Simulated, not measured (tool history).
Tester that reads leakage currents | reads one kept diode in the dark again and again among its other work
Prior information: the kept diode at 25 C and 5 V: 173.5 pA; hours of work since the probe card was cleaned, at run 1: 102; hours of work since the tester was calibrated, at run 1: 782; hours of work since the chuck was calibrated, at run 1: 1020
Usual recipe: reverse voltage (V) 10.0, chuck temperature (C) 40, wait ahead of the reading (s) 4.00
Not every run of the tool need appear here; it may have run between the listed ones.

run      day  reverse voltage (V)  chuck temperature (C)  wait ahead of the reading (s)  hours of work since the probe card was cleaned  hours of work since the tester was calibrated  hours of work since the chuck was calibrated  current that the tester gives (pA)
  1    0.000                 10.0                     40                           4.00                                             102                                            782                                          1020                              754.85
  2    4.496                 10.0                     40                           1.16                                             178                                            858                                          1096                              753.26
  3    9.275                 10.0                     40                           0.47                                             258                                            939                                          1176                              757.07
  4   11.950                  7.7                     40                           4.00                                             304                                            984                                          1221                              638.62
  5   15.842                  7.7                     40                           4.00                                             369                                           1050                                          1287                              637.23
  6   20.625                 10.0                     40                           4.00                                             450                                           1131                                          1368                              742.97
  7   23.292                 10.0                     40                           4.00                                             495                                           1176                                          1413                              738.33
  8   25.992                 10.0                     40                           4.00                                             541                                           1221                                          1458                              741.00
  9   28.812                 10.0                     40                           4.00                                             588                                           1269                                          1506                              734.22
 10   32.742                 10.0                     40                           4.00                                             654                                           1335                                          1572                              734.38
 11   37.879                 10.0                     40                           4.00                                             741                                           1422                                          1659                              731.94
 12   41.888                 10.0                     40                           4.00                                             809                                           1489                                          1727                              723.84
 13   44.775                 10.0                     40                           4.00                                             858                                           1538                                          1775                              722.45
 14   48.754                  1.1                     40                           4.00                                             925                                           1605                                          1842                              192.14
 15   53.079                  1.1                     40                           4.00                                             998                                           1678                                          1915                              191.22
 16   55.858                 10.0                     40                           4.00                                            1045                                           1725                                          1962                              717.10
 17   61.058                 10.0                     40                           4.00                                            1132                                           1813                                          2050                              715.01
      61.700  -- probe card cleaned and baked
 18   66.696                 10.0                     24                           4.00                                              84                                           1906                                          2143                              220.25
 19   70.192                 10.0                     24                           4.00                                             143                                           1965                                          2202                              218.53
      71.408  -- chuck's temperature calibrated
 20   74.167                  1.7                     33                           4.00                                             209                                           2031                                            47                              169.37
 21   77.629                  1.7                     33                           4.00                                             267                                           2089                                           105                              168.06
 22   82.762                 10.0                     40                           7.29                                             354                                           2176                                           192                              797.70
 23   85.196                  3.3                     34                           1.82                                             395                                           2217                                           233                              268.90
      86.362  -- probe card cleaned and baked, once more
 24   88.929                  3.3                     34                           1.82                                              43                                           2278                                           294                              264.38
 25   92.550                  8.4                     52                           4.00                                             104                                           2339                                           355                             1584.94
      96.042  -- tester calibrated
 26   96.042                  8.4                     52                           4.00                                             162                                              0                                           412                             1542.72
 27   99.279                  6.3                     46                           5.34                                             217                                             55                                           467                              874.85
 28  102.938                  1.1                     20                           2.90                                             278                                            116                                           529                               45.55
 29  108.342                  1.1                     20                           2.90                                             370                                            208                                           620                               45.35
 30  111.925                  1.1                     20                           2.90                                             430                                            268                                           680                               45.16
 31  116.262                  1.1                     20                           2.90                                             503                                            341                                           753                               44.91
 32  119.558                  2.2                     40                           5.82                                             559                                            397                                           809                              300.81
 33  125.304                  2.2                     40                           5.82                                             656                                            494                                           906                              298.43
 34  131.054                  3.4                     38                           6.94                                             753                                            591                                          1003                              335.34
 35  133.671                  3.4                     30                           6.94                                             797                                            635                                          1047                              186.97
 36  137.254                  3.4                     44                           0.51                                             857                                            696                                          1108                              508.27
 37  141.217                 10.0                     26                           0.41                                             924                                            762                                          1175                              268.61

Some steps in current that the tester gives (pA), run to run, broken into two amounts with sign: the step expected even without the hidden condition (settings, incoming material, random variation), and the rest, left for the hidden condition together with whatever gauge scatter is not in both the measured and the hidden-condition-free result:
What the log doesn't record here: stray current of the dirty probe card, pA a volt; current scale over the true one, %; true chuck temperature over the reading, C; drift of the gauge itself on leakage_pa, %.
Run 13 -> 14: reverse voltage (V) 10.0 -> 1.1. current that the tester gives (pA) -530.31: hidden state +46.28, all else -576.59.
Run 15 -> 16: reverse voltage (V) 1.1 -> 10.0. current that the tester gives (pA) +525.88: hidden state -53.50, all else +579.38.
Run 17 -> 18: chuck temperature (C) 40 -> 24, probe card cleaned and baked. current that the tester gives (pA) -494.76: hidden state +51.82, all else -546.58.
Run 24 -> 25: reverse voltage (V) 3.3 -> 8.4, chuck temperature (C) 34 -> 52, wait ahead of the reading (s) 1.82 -> 4.00. current that the tester gives (pA) +1320.56: hidden state -2.36, all else +1322.92.
Run 26 -> 27: reverse voltage (V) 8.4 -> 6.3, chuck temperature (C) 52 -> 46, wait ahead of the reading (s) 4.00 -> 5.34. current that the tester gives (pA) -667.87: hidden state +16.52, all else -684.39.
Run 27 -> 28: reverse voltage (V) 6.3 -> 1.1, chuck temperature (C) 46 -> 20, wait ahead of the reading (s) 5.34 -> 2.90. current that the tester gives (pA) -829.30: hidden state +28.22, all else -857.52.

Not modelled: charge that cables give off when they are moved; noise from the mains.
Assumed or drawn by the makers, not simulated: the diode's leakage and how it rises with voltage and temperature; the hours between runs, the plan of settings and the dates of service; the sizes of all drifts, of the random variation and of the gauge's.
